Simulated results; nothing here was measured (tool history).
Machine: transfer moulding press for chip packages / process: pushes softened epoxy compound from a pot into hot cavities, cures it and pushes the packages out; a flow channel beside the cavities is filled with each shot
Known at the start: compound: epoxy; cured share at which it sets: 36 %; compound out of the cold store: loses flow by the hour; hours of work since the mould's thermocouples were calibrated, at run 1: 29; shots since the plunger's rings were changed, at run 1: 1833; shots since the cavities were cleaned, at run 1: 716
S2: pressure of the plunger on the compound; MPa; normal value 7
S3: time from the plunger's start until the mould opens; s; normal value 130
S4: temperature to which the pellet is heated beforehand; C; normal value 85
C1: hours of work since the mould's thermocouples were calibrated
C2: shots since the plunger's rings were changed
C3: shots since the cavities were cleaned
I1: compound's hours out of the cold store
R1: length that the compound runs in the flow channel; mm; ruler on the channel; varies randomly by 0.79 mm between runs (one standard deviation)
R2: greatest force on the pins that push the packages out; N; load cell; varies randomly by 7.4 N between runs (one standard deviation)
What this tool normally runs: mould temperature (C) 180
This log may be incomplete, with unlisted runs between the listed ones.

{"run": 1, "hour": 0.0, "mould temperature (C)": 180, "S2": 7, "S3": 130, "S4": 85, "C1": 29, "C2": 1833, "C3": 716, "I1": 9.5, "R1": 634.2, "R2": 465}
{"run": 2, "hour": 25.0, "mould temperature (C)": 173, "S2": 7, "S3": 130, "S4": 85, "C1": 48, "C2": 2129, "C3": 1012, "I1": 39.8, "R1": 544.5, "R2": 642}
{"hour": 36.3, "done": "cavities cleaned with cleaning compound and waxed"}
{"run": 3, "hour": 54.2, "mould temperature (C)": 173, "S2": 7, "S3": 130, "S4": 85, "C1": 69, "C2": 2455, "C3": 211, "I1": 19.6, "R1": 605.9, "R2": 740}
{"run": 4, "hour": 71.3, "mould temperature (C)": 180, "S2": 7, "S3": 130, "S4": 85, "C1": 83, "C2": 2657, "C3": 413, "I1": 29.1, "R1": 564, "R2": 523}
{"hour": 78.7, "done": "plunger's sealing rings changed"}
{"run": 5, "hour": 97.5, "mould temperature (C)": 182, "S2": 7, "S3": 130, "S4": 85, "C1": 101, "C2": 222, "C3": 693, "I1": 26.4, "R1": 582.5, "R2": 514}
{"run": 6, "hour": 127.8, "mould temperature (C)": 182, "S2": 7, "S3": 130, "S4": 85, "C1": 124, "C2": 580, "C3": 1051, "I1": 10, "R1": 637.7, "R2": 502}
{"hour": 136.9, "done": "cavities cleaned with cleaning compound and waxed"}
{"run": 7, "hour": 152.6, "mould temperature (C)": 182, "S2": 7, "S3": 130, "S4": 85, "C1": 142, "C2": 856, "C3": 186, "I1": 46.2, "R1": 523, "R2": 325}
{"run": 8, "hour": 182.6, "mould temperature (C)": 182, "S2": 7, "S3": 130, "S4": 85, "C1": 166, "C2": 1209, "C3": 539, "I1": 14.3, "R1": 616.1, "R2": 391}
{"run": 9, "hour": 216.0, "mould temperature (C)": 182, "S2": 7, "S3": 130, "S4": 85, "C1": 192, "C2": 1604, "C3": 934, "I1": 25, "R1": 581.8, "R2": 431}
{"run": 10, "hour": 231.1, "mould temperature (C)": 182, "S2": 7, "S3": 130, "S4": 85, "C1": 203, "C2": 1782, "C3": 1112, "I1": 17.2, "R1": 607.7, "R2": 456}
{"hour": 235.3, "done": "cavities cleaned with cleaning compound and waxed"}
{"hour": 253.2, "done": "cavities cleaned with cleaning compound and waxed, once more"}
{"run": 11, "hour": 254.6, "mould temperature (C)": 182, "S2": 7, "S3": 130, "S4": 85, "C1": 219, "C2": 2024, "C3": 16, "I1": 11.9, "R1": 624.3, "R2": 309}
{"run": 12, "hour": 272.0, "mould temperature (C)": 180, "S2": 7, "S3": 130, "S4": 85, "C1": 233, "C2": 2230, "C3": 222, "I1": 31.9, "R1": 559.9, "R2": 360}
{"run": 13, "hour": 308.3, "mould temperature (C)": 180, "S2": 7, "S3": 130, "S4": 85, "C1": 261, "C2": 2659, "C3": 651, "I1": 16.9, "R1": 606.4, "R2": 453}
{"hour": 315.3, "done": "plunger's sealing rings changed"}
{"run": 14, "hour": 331.3, "mould temperature (C)": 180, "S2": 7, "S3": 130, "S4": 85, "C1": 277, "C2": 190, "C3": 893, "I1": 21, "R1": 604, "R2": 459}
{"run": 15, "hour": 346.1, "mould temperature (C)": 180, "S2": 7.44, "S3": 139, "S4": 87, "C1": 288, "C2": 364, "C3": 1067, "I1": 37.7, "R1": 566.9, "R2": 445}
{"hour": 354.6, "done": "cavities cleaned with cleaning compound and waxed"}
{"run": 16, "hour": 375.3, "mould temperature (C)": 172, "S2": 7.85, "S3": 150, "S4": 77, "C1": 309, "C2": 691, "C3": 244, "I1": 34.5, "R1": 601.9, "R2": 415}
{"run": 17, "hour": 411.6, "mould temperature (C)": 172, "S2": 7.85, "S3": 150, "S4": 77, "C1": 338, "C2": 1120, "C3": 673, "I1": 28.8, "R1": 619.3, "R2": 516}
{"run": 18, "hour": 434.1, "mould temperature (C)": 172, "S2": 7.85, "S3": 150, "S4": 77, "C1": 355, "C2": 1386, "C3": 939, "I1": 44, "R1": 568.9, "R2": 495}
{"hour": 451.1, "done": "cavities cleaned with cleaning compound and waxed"}
{"run": 19, "hour": 471.6, "mould temperature (C)": 172, "S2": 7.85, "S3": 150, "S4": 77, "C1": 383, "C2": 1812, "C3": 243, "I1": 35.3, "R1": 593.6, "R2": 442}
{"run": 20, "hour": 507.3, "mould temperature (C)": 172, "S2": 7.85, "S3": 150, "S4": 77, "C1": 410, "C2": 2233, "C3": 664, "I1": 41.8, "R1": 572.8, "R2": 499}
{"run": 21, "hour": 522.4, "mould temperature (C)": 172, "S2": 6.55, "S3": 150, "S4": 78, "C1": 422, "C2": 2412, "C3": 843, "I1": 25.6, "R1": 570.3, "R2": 511}
{"run": 22, "hour": 537.2, "mould temperature (C)": 180, "S2": 7, "S3": 158, "S4": 91, "C1": 434, "C2": 2585, "C3": 1016, "I1": 21.5, "R1": 591.6, "R2": 411}
{"hour": 548.5, "done": "cavities cleaned with cleaning compound and waxed"}
{"hour": 554.0, "done": "plunger's sealing rings changed"}
{"run": 23, "hour": 569.2, "mould temperature (C)": 180, "S2": 7, "S3": 158, "S4": 91, "C1": 455, "C2": 179, "C3": 215, "I1": 40.5, "R1": 542.3, "R2": 334}
{"run": 24, "hour": 584.9, "mould temperature (C)": 180, "S2": 8.24, "S3": 141, "S4": 79, "C1": 467, "C2": 365, "C3": 401, "I1": 36.2, "R1": 602.5, "R2": 376}
{"run": 25, "hour": 616.8, "mould temperature (C)": 184, "S2": 5.99, "S3": 141, "S4": 76, "C1": 492, "C2": 741, "C3": 777, "I1": 14.9, "R1": 570.1, "R2": 398}
{"hour": 633.1, "done": "mould's thermocouples calibrated"}
{"run": 26, "hour": 634.2, "mould temperature (C)": 180, "S2": 5.4, "S3": 130, "S4": 85, "C1": 1, "C2": 924, "C3": 960, "I1": 9.6, "R1": 562.2, "R2": 451}
{"hour": 651.6, "done": "cavities cleaned with cleaning compound and waxed"}
{"run": 27, "hour": 668.7, "mould temperature (C)": 180, "S2": 6.64, "S3": 151, "S4": 78, "C1": 26, "C2": 1313, "C3": 202, "I1": 39.6, "R1": 526.4, "R2": 323}
{"run": 28, "hour": 704.2, "mould temperature (C)": 187, "S2": 7.92, "S3": 136, "S4": 76, "C1": 54, "C2": 1732, "C3": 621, "I1": 22.7, "R1": 619.8, "R2": 371}

Branching from run 28: 3 alternative next runs. What would each branch give?
{"run": "A", "hour": 735.5, "mould temperature (C)": 180, "S2": 7, "S3": 143, "S4": 85, "C1": 78, "C2": 2102, "C3": 991, "I1": 47.6, "R1": "?", "R2": "?"}
{"run": "B", "hour": 735.5, "mould temperature (C)": 180, "S2": 7.36, "S3": 130, "S4": 85, "C1": 78, "C2": 2102, "C3": 991, "I1": 37.1, "R1": "?", "R2": "?"}
{"run": "C", "hour": 735.5, "mould temperature (C)": 180, "S2": 8.78, "S3": 130, "S4": 85, "C1": 78, "C2": 2102, "C3": 991, "I1": 17.7, "R1": "?", "R2": "?"}

run=A R1=515.4 R2=426
run=B R1=557.8 R2=450
run=C R1=678.8 R2=457
Without the tool's unlogged condition, the same runs would have read:
run=A R1=524.1 R2=289
run=B R1=567.2 R2=304
run=C R1=690.2 R2=309

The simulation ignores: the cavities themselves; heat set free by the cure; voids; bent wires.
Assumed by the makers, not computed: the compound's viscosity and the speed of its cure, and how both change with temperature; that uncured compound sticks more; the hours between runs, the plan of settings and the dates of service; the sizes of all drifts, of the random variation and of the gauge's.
